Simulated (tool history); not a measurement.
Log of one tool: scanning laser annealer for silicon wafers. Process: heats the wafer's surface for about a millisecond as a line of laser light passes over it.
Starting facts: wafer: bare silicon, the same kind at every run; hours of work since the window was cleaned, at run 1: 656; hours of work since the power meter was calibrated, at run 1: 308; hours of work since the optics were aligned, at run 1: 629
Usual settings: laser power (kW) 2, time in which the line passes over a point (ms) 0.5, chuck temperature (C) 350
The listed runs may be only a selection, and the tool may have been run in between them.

| run | hour | laser power (kW) | time in which the line passes over a point (ms) | chuck temperature (C) | hours of work since the window was cleaned | hours of work since the power meter was calibrated | hours of work since the optics were aligned | highest temperature of the surface (C) |
|---|---|---|---|---|---|---|---|---|
| 1 | 0 | 2 | 0.5 | 350 | 656 | 308 | 629 | 1156 |
| 2 | 10.8 | 2.184 | 0.5 | 350 | 664 | 317 | 638 | 1243 |
| 3 | 15.5 | 2.184 | 0.5 | 350 | 668 | 320 | 641 | 1245 |
| 4 | 26.7 | 2.046 | 0.5 | 350 | 676 | 329 | 650 | 1178 |
| 5 | 32 | 2.046 | 0.5 | 350 | 680 | 333 | 654 | 1175 |
| 6 | 41.2 | 2 | 0.5 | 350 | 687 | 340 | 661 | 1153 |
| 7 | 47.3 | 2 | 0.5 | 350 | 692 | 344 | 665 | 1152 |
|  | 53.2 | optics aligned, line set to its width |
| 8 | 58.3 | 2 | 0.5 | 350 | 697 | 349 | 4 | 1145 |
| 9 | 69.1 | 2.098 | 0.358 | 315 | 705 | 357 | 12 | 1031 |
|  | 75.2 | optics aligned, line set to its width, once more |
| 10 | 83.1 | 2.12 | 0.547 | 315 | 712 | 364 | 6 | 1230 |
| 11 | 93.8 | 2.12 | 0.547 | 315 | 720 | 372 | 14 | 1230 |

Hidden state at the last listed run before each entry between runs and at the first one after, where it differs:
In the gap between runs 7 and 8: optics aligned, line set to its width (hour 53.2)
  light that passes the window, % of a clean one's: 96.82 -> 96.8; width of the line over the set one, %: 2.26 -> 3.49
  the result without the hidden state subtracted from the measured one, highest temperature of the surface (C): -42 -> -49
In the gap between runs 9 and 10: optics aligned, line set to its width, once more (hour 75.2)
  light that passes the window, % of a clean one's: 96.77 -> 96.75; width of the line over the set one, %: 3.52 -> 0.03
  the result without the hidden state subtracted from the measured one, highest temperature of the surface (C): -44 -> -34
